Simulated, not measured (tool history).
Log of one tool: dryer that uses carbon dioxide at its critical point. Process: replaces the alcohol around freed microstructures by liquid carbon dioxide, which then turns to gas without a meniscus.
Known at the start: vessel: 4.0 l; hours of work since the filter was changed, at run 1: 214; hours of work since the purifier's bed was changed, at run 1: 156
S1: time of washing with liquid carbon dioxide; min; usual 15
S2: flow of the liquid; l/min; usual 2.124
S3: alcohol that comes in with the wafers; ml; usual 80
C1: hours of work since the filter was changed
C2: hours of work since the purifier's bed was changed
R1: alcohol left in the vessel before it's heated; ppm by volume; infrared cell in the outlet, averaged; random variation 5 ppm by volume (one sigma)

run	day	S1	S2	S3	C1	C2	R1
1	0.000	15	2.124	80	214	156	49
2	0.388	15	2.124	80	220	162	41
3	0.546	15	2.124	80	223	164	54
4	0.754	15	2.124	23	226	168	27
5	0.933	15	2.124	23	229	171	28
6	1.096	15	2.124	23	232	173	24
7	1.321	15	2.124	23	235	177	17
8	1.479	15	2.090	80	238	179	54
9	1.692	15	2.090	80	241	183	53
10	2.029	15	2.124	80	247	188	55
11	2.258	15	2.124	80	250	192	52
12	2.521	15	2.124	80	254	196	50
13	2.679	15	2.124	80	257	199	51
14	2.896	15	2.124	80	261	202	43
15	3.238	12	2.124	80	266	208	137
16	3.596	12	2.124	80	272	213	145
17	3.938	15	2.124	80	277	219	56
18	4.246	15	3.190	20	282	224	9
19	4.629	16	1.850	42	288	230	45
20	4.971	15	2.124	25	294	236	38
21	5.154	22	1.490	108	297	239	58
22	5.362	22	3.410	54	300	242	16
23	5.621	22	1.830	54	304	246	19
24	5.996	22	1.830	98	310	252	20
25	6.162	16	1.340	27	313	255	128
26	6.367	20	2.124	35	316	258	27
27	6.538	15	2.350	48	319	261	28
28	6.904	15	2.350	48	325	267	28
29	7.125	15	2.350	48	329	270	36
30	7.512	17	2.350	43	335	276	17
31	7.842	17	2.630	34	340	282	17
32	8.146	17	2.330	34	345	287	26
33	8.483	12	1.390	114	350	292	1234
34	8.758	12	1.390	114	355	296	1211

Measured less the same run without the tool's hidden state. The same run-to-run variation is in both; the gauge's scatter may not be:
The hidden state here: flow that reaches the vessel past the clogged filter, %; alcohol in the recycled carbon dioxide, ppm; drift of the gauge itself on alcohol_ppm, %.
run	R1
1	+17
2	+17
3	+18
4	+11
5	+11
6	+11
7	+11
8	+19
9	+21
10	+20
11	+20
12	+20
13	+21
14	+21
15	+45
16	+45
17	+22
18	+9
19	+20
20	+15
21	+27
22	+11
23	+13
24	+15
25	+39
26	+12
27	+16
28	+16
29	+16
30	+14
31	+13
32	+13
33	+291
34	+290
